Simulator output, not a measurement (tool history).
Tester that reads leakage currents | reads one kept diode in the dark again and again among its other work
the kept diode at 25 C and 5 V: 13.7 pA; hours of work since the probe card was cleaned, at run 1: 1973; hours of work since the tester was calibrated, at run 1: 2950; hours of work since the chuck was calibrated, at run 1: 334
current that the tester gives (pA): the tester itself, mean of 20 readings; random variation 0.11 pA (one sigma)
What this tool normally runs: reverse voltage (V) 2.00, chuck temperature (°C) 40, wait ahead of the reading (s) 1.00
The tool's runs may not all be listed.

| run | hour | reverse voltage (V) | chuck temperature (°C) | wait ahead of the reading (s) | hours of work since the probe card was cleaned | hours of work since the tester was calibrated | hours of work since the chuck was calibrated | current that the tester gives (pA) |
|---|---|---|---|---|---|---|---|---|
| 1 | 0.0 | 2.00 | 40 | 1.00 | 1973 | 2950 | 334 | 35.19 |
| 2 | 107.4 | 2.00 | 40 | 1.00 | 2019 | 2996 | 381 | 35.67 |
| 3 | 249.8 | 2.00 | 40 | 9.81 | 2080 | 3057 | 442 | 35.70 |
| 4 | 462.1 | 2.00 | 40 | 0.49 | 2171 | 3148 | 533 | 36.98 |
|  | 510.8 | chuck's temperature calibrated |
| 5 | 662.5 | 2.00 | 40 | 0.49 | 2256 | 3233 | 65 | 35.11 |
| 6 | 798.7 | 2.00 | 40 | 0.49 | 2314 | 3291 | 123 | 35.48 |
| 7 | 944.1 | 2.00 | 40 | 0.49 | 2377 | 3354 | 186 | 35.79 |
| 8 | 1138.3 | 2.00 | 40 | 0.49 | 2460 | 3437 | 269 | 36.28 |
| 9 | 1377.3 | 2.00 | 40 | 1.00 | 2562 | 3539 | 372 | 36.83 |
|  | 1566.6 | probe card cleaned and baked |
| 10 | 1591.5 | 2.00 | 40 | 1.00 | 11 | 3630 | 462 | 34.94 |
| 11 | 1737.6 | 18.59 | 24 | 1.00 | 73 | 3693 | 525 | 25.61 |
|  | 1810.3 | chuck's temperature calibrated |
| 12 | 1881.0 | 6.56 | 40 | 1.00 | 134 | 3753 | 30 | 47.88 |
| 13 | 2117.2 | 8.27 | 40 | 8.76 | 235 | 3855 | 132 | 51.03 |
| 14 | 2220.9 | 12.69 | 40 | 1.00 | 280 | 3899 | 176 | 61.52 |
| 15 | 2371.4 | 12.69 | 40 | 1.00 | 344 | 3964 | 241 | 62.55 |
| 16 | 2572.6 | 5.38 | 29 | 1.00 | 431 | 4050 | 327 | 22.24 |
| 17 | 2718.1 | 1.24 | 40 | 1.00 | 493 | 4112 | 389 | 29.80 |
| 18 | 2858.4 | 1.42 | 35 | 0.46 | 553 | 4173 | 450 | 22.61 |
|  | 3016.6 | tester calibrated |
| 19 | 3022.5 | 17.08 | 32 | 3.70 | 623 | 3 | 519 | 43.10 |
|  | 3103.2 | chuck's temperature calibrated |
| 20 | 3205.4 | 17.08 | 32 | 3.70 | 700 | 80 | 44 | 40.35 |

Below, some changes in current that the tester gives (pA) between adjacent runs. For each, the amount present without the hidden state too (settings, incoming material, random variation) and the amount remaining for the hidden state with gauge scatter not shared by both compared results:
What the log doesn't record here: stray current of the dirty probe card, pA a volt; current scale over the true one, %; true chuck temperature over the reading, C; drift of the gauge itself on leakage_pa, %.
Run 11 -> 12: reverse voltage (V) 18.59 -> 6.56, chuck temperature (°C) 24 -> 40, chuck's temperature calibrated. current that the tester gives (pA) +22.27: hidden state -2.26, all else +24.53.
Run 15 -> 16: reverse voltage (V) 12.69 -> 5.38, chuck temperature (°C) 40 -> 29. current that the tester gives (pA) -40.31: hidden state -1.56, all else -38.75.
Run 18 -> 19: reverse voltage (V) 1.42 -> 17.08, chuck temperature (°C) 35 -> 32, wait ahead of the reading (s) 0.46 -> 3.70, tester calibrated. current that the tester gives (pA) +20.49: hidden state +5.90, all else +14.59.
Run 19 -> 20: chuck's temperature calibrated. current that the tester gives (pA) -2.75: hidden state -2.48, all else -0.27.

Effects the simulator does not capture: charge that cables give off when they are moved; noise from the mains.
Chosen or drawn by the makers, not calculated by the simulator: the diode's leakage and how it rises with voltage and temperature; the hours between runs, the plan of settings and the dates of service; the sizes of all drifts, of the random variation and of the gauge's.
